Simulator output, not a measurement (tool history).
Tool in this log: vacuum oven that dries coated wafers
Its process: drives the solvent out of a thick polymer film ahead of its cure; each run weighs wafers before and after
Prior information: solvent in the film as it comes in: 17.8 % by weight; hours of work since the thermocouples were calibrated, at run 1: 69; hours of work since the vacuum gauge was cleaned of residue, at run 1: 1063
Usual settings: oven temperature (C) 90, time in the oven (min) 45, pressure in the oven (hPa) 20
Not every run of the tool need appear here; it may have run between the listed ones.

run     day  oven temperature (C)  time in the oven (min)  pressure in the oven (hPa)  hours of work since the thermocouples were calibrated  hours of work since the vacuum gauge was cleaned of residue  solvent left in the film (%)
  1       0                    90                      45                          20                                                     69                                                         1063                           2.7
  2   3.029                    90                      45                          20                                                    111                                                         1104                          2.73
  3   6.883                    90                      60                          20                                                    163                                                         1157                          2.44
  4   8.942                    90                      45                        56.6                                                    192                                                         1185                          6.47
  5    12.8                    90                      45                        56.6                                                    244                                                         1238                           6.4
  6  16.075                    90                      45                        56.6                                                    289                                                         1283                          6.51
  7  19.779                    90                      60                          20                                                    340                                                         1334                          2.52
  8    22.5                    90                      60                          20                                                    377                                                         1371                          2.52
  9  24.208                    96                      45                          20                                                    401                                                         1394                          2.03
     24.479  -- vacuum gauge cleaned of residue and calibrated
 10  26.908                    96                      45                          20                                                    437                                                           33                          2.17
 11  30.342                    90                      33                          20                                                    484                                                           80                           3.7
 12   33.15                    90                      33                          20                                                    522                                                          119                          3.75
 13  34.725                    95                      36                        20.7                                                    544                                                          140                          2.73
 14  36.846                    91                      36                        20.7                                                    573                                                          169                          3.24
 15  40.079                    76                      36                        20.7                                                    617                                                          213                          7.77
 16  42.792                    95                      45                        14.7                                                    654                                                          251                          1.85
     44.758  -- vacuum gauge cleaned of residue and calibrated, once more
 17    45.2                    94                      52                        19.3                                                    686                                                            6                           1.9
 18  46.779                    97                      45                          20                                                    708                                                           28                          1.83
 19  48.817                    97                      45                          20                                                    736                                                           56                          1.81
 20  50.417                    97                      45                        43.5                                                    757                                                           77                           3.7
 21  52.154                    87                      29                          20                                                    781                                                          101                          4.74
 22  55.529                    90                      29                          20                                                    827                                                          147                          4.01
 23  58.725                    90                      29                          20                                                    871                                                          191                          4.15
 24  60.675                    94                      45                        11.2                                                    898                                                          218                          1.49

Each row is a separate what-if for the run after 24, all from the same tool condition, not one after another. Results?
  A  62.458                    94                      41                        73.9                                                    922                                                          242                             ?
  B  62.458                    84                      42                        56.3                                                    922                                                          242                             ?
  C  62.458                    90                      45                        49.6                                                    922                                                          242                             ?
  D  62.458                    81                      40                        35.5                                                    922                                                          242                             ?
  E  62.458                    78                      45                        70.9                                                    922                                                          242                             ?

run  solvent left in the film (%)
  A                          7.22
  B                          9.09
  C                          5.99
  D                          7.35
  E                         13.08
With the hidden condition removed and each run's random variation left untouched, the same runs would have given:
run  solvent left in the film (%)
  A                          6.54
  B                           8.2
  C                          5.38
  D                          6.55
  E                         11.95

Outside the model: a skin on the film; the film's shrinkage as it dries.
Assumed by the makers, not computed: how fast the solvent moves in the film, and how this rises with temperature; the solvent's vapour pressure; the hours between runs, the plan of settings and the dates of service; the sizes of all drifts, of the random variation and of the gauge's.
